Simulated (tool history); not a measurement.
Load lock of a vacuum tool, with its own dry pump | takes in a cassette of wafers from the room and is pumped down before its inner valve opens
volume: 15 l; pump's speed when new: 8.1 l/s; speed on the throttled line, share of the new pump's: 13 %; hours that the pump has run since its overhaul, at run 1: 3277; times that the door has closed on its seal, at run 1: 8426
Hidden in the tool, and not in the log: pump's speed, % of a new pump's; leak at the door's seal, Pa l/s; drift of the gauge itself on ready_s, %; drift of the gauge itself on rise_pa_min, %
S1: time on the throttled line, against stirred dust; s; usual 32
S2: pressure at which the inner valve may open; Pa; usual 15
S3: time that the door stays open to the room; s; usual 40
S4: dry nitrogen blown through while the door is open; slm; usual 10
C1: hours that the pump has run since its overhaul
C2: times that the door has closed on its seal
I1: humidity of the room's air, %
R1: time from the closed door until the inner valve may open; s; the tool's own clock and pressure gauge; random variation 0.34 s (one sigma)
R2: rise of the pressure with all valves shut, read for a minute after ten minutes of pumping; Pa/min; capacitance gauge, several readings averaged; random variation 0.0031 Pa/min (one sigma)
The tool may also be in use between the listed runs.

run    hour  S1  S2  S3  S4     C1     C2    I1    R1     R2
  1       0  32  15  40  10   3277   8426  46.3  44.3  0.079
  2   498.8  39  15  40  10   3776   9445  49.7  51.1  0.084
  3   843.5  32  15  38  10   4120  10149  48.7  45.2  0.082
  4  1095.5  32  28  40  10   4372  10663  45.7  43.6  0.082
  5  1340.4  32  28  40  10   4617  11164  45.3  43.7   0.09
  6  1635.7  32  15  74  10   4913  11767  45.8  45.2  0.112
  7  2063.6  32  15  74  10   5341  12641  47.9  44.8  0.123
  8  2504.7  32  15  40  10   5782  13542  45.1  45.3  0.085
  9  2807.4  32  11  40  10   6084  14161  42.1  45.3  0.093
 10  3289.7  32  17  40  10   6567  15146  47.1  44.8  0.095
 11  3762.6  32  15  52  10   7040  16112    45  45.8  0.107
 12    4115  32  15  52  10   7392  16832  45.7  45.3  0.117
 13  4603.4  32  15  52  10   7880  17830  46.6  45.1  0.123
 14  5100.6  32  15  52  10   8378  18845  43.3  45.5  0.114
 15  5495.6  46  26  81  10   8773  19652  45.6  56.8  0.148
 16  6004.1  31  22  29  15   9281  20691  43.7  43.9   0.09
 17  6425.5  31  22  29  15   9702  21552  46.6  43.5  0.106
 18  6652.8  19  22  29  15   9930  22016  43.9  33.8  0.101
 19  7123.8  18  23  58  15  10401  22978  44.9  32.6  0.127

The next listed run, before its measurement:
 20  7495.8  32  15  192  10  10773  23738  45.2   ?   ?

R1: 45.8 s
R2: 0.244 Pa/min
Without the tool's hidden state the same run would have given R1 44.3 s, R2 0.173 Pa/min.
